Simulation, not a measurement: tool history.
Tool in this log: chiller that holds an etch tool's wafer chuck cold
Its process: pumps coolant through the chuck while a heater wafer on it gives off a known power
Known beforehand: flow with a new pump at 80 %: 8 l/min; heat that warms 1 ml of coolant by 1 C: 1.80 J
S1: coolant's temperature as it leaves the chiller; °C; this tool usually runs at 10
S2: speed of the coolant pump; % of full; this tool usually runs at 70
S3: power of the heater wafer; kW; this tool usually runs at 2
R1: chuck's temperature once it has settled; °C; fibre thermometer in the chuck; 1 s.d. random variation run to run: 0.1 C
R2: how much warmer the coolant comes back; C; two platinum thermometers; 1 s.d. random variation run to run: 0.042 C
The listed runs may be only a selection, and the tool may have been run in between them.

| run | day | S1 | S2 | S3 | R1 | R2 |
|---|---|---|---|---|---|---|
| 1 | 0 | 10 | 70 | 2 | 31.4 | 9.7 |
| 2 | 1.029 | 10 | 70 | 2 | 31.5 | 9.65 |
| 3 | 2.062 | 10 | 70 | 2 | 31.4 | 9.76 |
| 4 | 2.692 | 10 | 94 | 2 | 26.1 | 7.04 |
| 5 | 3.288 | 10 | 83 | 2 | 28.2 | 8.09 |
| 6 | 4.362 | 10 | 83 | 2 | 28.1 | 8.06 |
| 7 | 5.604 | 10 | 83 | 2 | 28.2 | 8.04 |
| 8 | 6.508 | 10 | 83 | 2 | 28.3 | 8.12 |
| 9 | 7.129 | 10 | 83 | 2 | 28.1 | 8.13 |

Run 10 is up next; what results do you expect?
| 10 | 7.767 | 19 | 98 | 1.371 | ? | ? |

{"run 10": {"R1": 29.7, "R2": 4.58}}
With no hidden state in the tool, this same run would have given R1 28.5 °C, R2 4.53 C.

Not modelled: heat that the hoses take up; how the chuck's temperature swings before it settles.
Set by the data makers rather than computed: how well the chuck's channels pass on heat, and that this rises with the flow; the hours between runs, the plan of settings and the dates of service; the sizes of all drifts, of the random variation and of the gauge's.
